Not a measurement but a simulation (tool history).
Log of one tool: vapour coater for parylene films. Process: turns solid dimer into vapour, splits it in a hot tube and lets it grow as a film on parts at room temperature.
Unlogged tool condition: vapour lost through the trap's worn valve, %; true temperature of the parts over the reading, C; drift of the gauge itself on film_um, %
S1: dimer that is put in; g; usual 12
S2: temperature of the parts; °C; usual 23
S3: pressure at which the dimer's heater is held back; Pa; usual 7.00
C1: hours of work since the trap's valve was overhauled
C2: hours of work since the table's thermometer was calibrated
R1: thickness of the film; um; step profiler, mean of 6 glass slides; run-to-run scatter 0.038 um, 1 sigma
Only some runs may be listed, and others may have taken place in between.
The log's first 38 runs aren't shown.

run 39 hour=788.8 | S1=5 S2=22 S3=5.34 | C1=93 C2=1301 | R1=1.77
run 40 hour=818.2 | S1=7 S2=22 S3=2.15 | C1=113 C2=1320 | R1=3.02
run 41 hour=846.0 | S1=11 S2=16 S3=9.68 | C1=131 C2=1339 | R1=3.77
run 42 hour=861.8 | S1=8 S2=21 S3=6.12 | C1=142 C2=1350 | R1=2.77
run 43 hour=888.9 | S1=8 S2=34 S3=5.02 | C1=160 C2=1368 | R1=2.23
run 44 hour=910.8 | S1=8 S2=34 S3=5.02 | C1=175 C2=1382 | R1=2.21
run 45 hour=924.8 | S1=8 S2=18 S3=7.59 | C1=184 C2=1392 | R1=2.74
run 46 hour=939.2 | S1=8 S2=18 S3=7.59 | C1=194 C2=1401 | R1=2.77

Branching from run 46: 3 alternative next runs. What would each branch give?
run A hour=962.0 | S1=14 S2=22 S3=6.50 | C1=209 C2=1417 | R1=?
run B hour=962.0 | S1=12 S2=33 S3=2.25 | C1=209 C2=1417 | R1=?
run C hour=962.0 | S1=8 S2=18 S3=4.08 | C1=209 C2=1417 | R1=?

run=A R1=4.57
run=B R1=4.03
run=C R1=3.16
Without the tool's unlogged condition, the same runs would have read:
run=A R1=4.86
run=B R1=4.28
run=C R1=3.36
